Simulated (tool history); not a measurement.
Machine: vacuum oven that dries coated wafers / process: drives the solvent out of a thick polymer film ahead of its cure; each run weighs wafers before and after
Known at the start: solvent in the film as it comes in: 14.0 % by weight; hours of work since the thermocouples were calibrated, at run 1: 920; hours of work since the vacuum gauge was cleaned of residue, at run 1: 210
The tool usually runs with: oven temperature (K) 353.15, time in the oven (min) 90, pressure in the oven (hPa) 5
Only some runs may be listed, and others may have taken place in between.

run	hour	oven temperature (K)	time in the oven (min)	pressure in the oven (hPa)	hours of work since the thermocouples were calibrated	hours of work since the vacuum gauge was cleaned of residue	solvent left in the film (%)
1	0	353.15	90	5	920	210	1.48
2	28.5	338.15	90	5	936	226	4.53
3	50.5	338.15	90	5	948	238	4.53
4	66.2	342.15	90	5	957	246	3.59
5	80	342.15	90	5	964	254	3.64
6	107.7	342.15	90	5	980	269	3.59
7	124.3	342.15	90	5	989	278	3.61
8	137.9	345.15	90	5	996	286	2.9
9	153.9	353.15	90	5	1005	295	1.46
10	170.7	353.15	90	9.99	1014	304	1.71
11	195.8	353.15	90	9.99	1028	318	1.71
12	209.7	353.15	90	5	1036	325	1.52
13	222.6	353.15	90	5	1043	333	1.54
14	242.9	357.15	90	5	1054	344	0.99
15	263.2	357.15	90	5	1065	355	0.97
16	283.4	357.15	90	5	1076	366	0.99
17	301.2	353.15	90	5	1086	376	1.49
18	315.8	353.15	90	5	1094	384	1.46
19	327.6	353.15	90	5	1101	390	1.52
20	352.6	353.15	90	5	1114	404	1.48
21	376	353.15	90	5	1127	417	1.48
22	394.8	357.15	137	19.32	1138	427	0.93
23	416	357.15	137	15.96	1149	439	0.81
24	432	353.15	68	8	1158	448	2.45

Predict the results of run 25:
25	458.3	353.15	68	8	1173	462	?

Run 25 measured solvent left in the film (%) 2.48.
Were there no unlogged condition in the tool, this run, its random variation unchanged, would have produced solvent left in the film (%) 2.87.
